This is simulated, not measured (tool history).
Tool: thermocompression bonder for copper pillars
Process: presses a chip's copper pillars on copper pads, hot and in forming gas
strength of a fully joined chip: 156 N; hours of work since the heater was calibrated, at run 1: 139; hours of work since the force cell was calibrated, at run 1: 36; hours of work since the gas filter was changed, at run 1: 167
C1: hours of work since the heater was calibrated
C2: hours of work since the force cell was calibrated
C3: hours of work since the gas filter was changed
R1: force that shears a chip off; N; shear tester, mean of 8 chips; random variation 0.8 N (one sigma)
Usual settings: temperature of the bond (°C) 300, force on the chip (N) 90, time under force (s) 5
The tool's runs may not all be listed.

{"run": 1, "hour": 0.0, "temperature of the bond (°C)": 300, "force on the chip (N)": 90, "time under force (s)": 5, "C1": 139, "C2": 36, "C3": 167, "R1": 57.8}
{"run": 2, "hour": 15.0, "temperature of the bond (°C)": 300, "force on the chip (N)": 58, "time under force (s)": 5, "C1": 148, "C2": 45, "C3": 176, "R1": 42.4}
{"run": 3, "hour": 40.7, "temperature of the bond (°C)": 300, "force on the chip (N)": 58, "time under force (s)": 5, "C1": 164, "C2": 61, "C3": 192, "R1": 43}
{"run": 4, "hour": 53.5, "temperature of the bond (°C)": 300, "force on the chip (N)": 90, "time under force (s)": 5, "C1": 172, "C2": 69, "C3": 200, "R1": 55.6}
{"hour": 79.6, "done": "forming gas filter changed"}
{"run": 5, "hour": 79.6, "temperature of the bond (°C)": 278, "force on the chip (N)": 90, "time under force (s)": 5, "C1": 189, "C2": 85, "C3": 0, "R1": 50}
{"run": 6, "hour": 103.6, "temperature of the bond (°C)": 278, "force on the chip (N)": 90, "time under force (s)": 5, "C1": 204, "C2": 100, "C3": 15, "R1": 48}
{"run": 7, "hour": 131.3, "temperature of the bond (°C)": 278, "force on the chip (N)": 90, "time under force (s)": 5, "C1": 221, "C2": 118, "C3": 33, "R1": 48}
{"run": 8, "hour": 154.4, "temperature of the bond (°C)": 300, "force on the chip (N)": 73, "time under force (s)": 5, "C1": 236, "C2": 132, "C3": 47, "R1": 53.9}
{"run": 9, "hour": 177.9, "temperature of the bond (°C)": 287, "force on the chip (N)": 88, "time under force (s)": 5, "C1": 250, "C2": 147, "C3": 62, "R1": 53}
{"run": 10, "hour": 199.9, "temperature of the bond (°C)": 287, "force on the chip (N)": 88, "time under force (s)": 5, "C1": 264, "C2": 161, "C3": 76, "R1": 53.1}
{"run": 11, "hour": 219.8, "temperature of the bond (°C)": 290, "force on the chip (N)": 68, "time under force (s)": 14, "C1": 277, "C2": 173, "C3": 88, "R1": 68.1}
{"run": 12, "hour": 246.2, "temperature of the bond (°C)": 314, "force on the chip (N)": 72, "time under force (s)": 5, "C1": 293, "C2": 190, "C3": 105, "R1": 60}

3 ways to go on from here, each from the tool as it stands after run 12. What would each give?
{"run": "A", "hour": 274.0, "temperature of the bond (°C)": 322, "force on the chip (N)": 64, "time under force (s)": 5, "C1": 311, "C2": 207, "C3": 122, "R1": "?"}
{"run": "B", "hour": 274.0, "temperature of the bond (°C)": 284, "force on the chip (N)": 98, "time under force (s)": 5, "C1": 311, "C2": 207, "C3": 122, "R1": "?"}
{"run": "C", "hour": 274.0, "temperature of the bond (°C)": 300, "force on the chip (N)": 54, "time under force (s)": 5, "C1": 311, "C2": 207, "C3": 122, "R1": "?"}

run=A R1=61.4
run=B R1=52.3
run=C R1=43
Without the tool's hidden state the same runs would have given:
run=A R1=63.5
run=B R1=54
run=C R1=44.3
